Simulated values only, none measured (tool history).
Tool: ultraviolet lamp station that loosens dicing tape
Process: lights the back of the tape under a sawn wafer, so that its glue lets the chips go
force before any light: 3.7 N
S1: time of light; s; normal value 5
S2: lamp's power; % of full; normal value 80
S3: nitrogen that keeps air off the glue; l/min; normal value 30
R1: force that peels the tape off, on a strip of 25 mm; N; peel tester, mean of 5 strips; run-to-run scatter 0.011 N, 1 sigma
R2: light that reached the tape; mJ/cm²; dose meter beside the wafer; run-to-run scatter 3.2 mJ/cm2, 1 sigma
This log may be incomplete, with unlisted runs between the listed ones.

{"run": 1, "hour": 0.0, "S1": 5, "S2": 80, "S3": 30, "R1": 0.754, "R2": 376}
{"run": 2, "hour": 17.3, "S1": 5, "S2": 80, "S3": 30, "R1": 0.749, "R2": 378}
{"run": 3, "hour": 44.9, "S1": 5, "S2": 80, "S3": 30, "R1": 0.737, "R2": 376}
{"run": 4, "hour": 63.7, "S1": 5, "S2": 80, "S3": 30, "R1": 0.788, "R2": 368}
{"run": 5, "hour": 93.7, "S1": 4, "S2": 80, "S3": 30, "R1": 1.016, "R2": 296}
{"run": 6, "hour": 124.3, "S1": 5, "S2": 80, "S3": 30, "R1": 0.777, "R2": 365}
{"run": 7, "hour": 151.0, "S1": 5, "S2": 80, "S3": 30, "R1": 0.769, "R2": 361}
{"run": 8, "hour": 171.4, "S1": 2, "S2": 80, "S3": 30, "R1": 1.883, "R2": 139}
{"run": 9, "hour": 199.0, "S1": 4, "S2": 76, "S3": 30, "R1": 1.104, "R2": 267}
{"run": 10, "hour": 219.8, "S1": 3, "S2": 76, "S3": 10, "R1": 1.948, "R2": 197}
{"hour": 237.6, "done": "window cleaned of glue's vapour"}
{"run": 11, "hour": 255.2, "S1": 4, "S2": 62, "S3": 10, "R1": 1.787, "R2": 228}
{"run": 12, "hour": 270.7, "S1": 4, "S2": 74, "S3": 59, "R1": 0.968, "R2": 271}
{"run": 13, "hour": 294.9, "S1": 8, "S2": 98, "S3": 41, "R1": 0.304, "R2": 721}
{"run": 14, "hour": 319.2, "S1": 8, "S2": 98, "S3": 20, "R1": 0.394, "R2": 705}
{"run": 15, "hour": 350.1, "S1": 8, "S2": 66, "S3": 45, "R1": 0.469, "R2": 475}

Here are 4 independent what-if runs from the current tool condition. What would each one return?
{"hour": 354.2, "done": "lamp changed"}
{"run": "A", "hour": 385.3, "S1": 5, "S2": 79, "S3": 30, "R1": "?", "R2": "?"}
{"hour": 354.2, "done": "lamp changed"}
{"run": "B", "hour": 385.3, "S1": 5, "S2": 80, "S3": 17, "R1": "?", "R2": "?"}
{"hour": 354.2, "done": "lamp changed"}
{"run": "C", "hour": 385.3, "S1": 2, "S2": 81, "S3": 15, "R1": "?", "R2": "?"}
{"hour": 354.2, "done": "lamp changed"}
{"run": "D", "hour": 385.3, "S1": 4, "S2": 66, "S3": 45, "R1": "?", "R2": "?"}

run=A R1=0.527 R2=482
run=B R1=0.69 R2=494
run=C R1=1.832 R2=197
run=D R1=0.804 R2=326
With the hidden condition removed and each run's random variation left untouched, the same runs would have given:
run=A R1=0.506 R2=496
run=B R1=0.663 R2=509
run=C R1=1.794 R2=203
run=D R1=0.774 R2=335
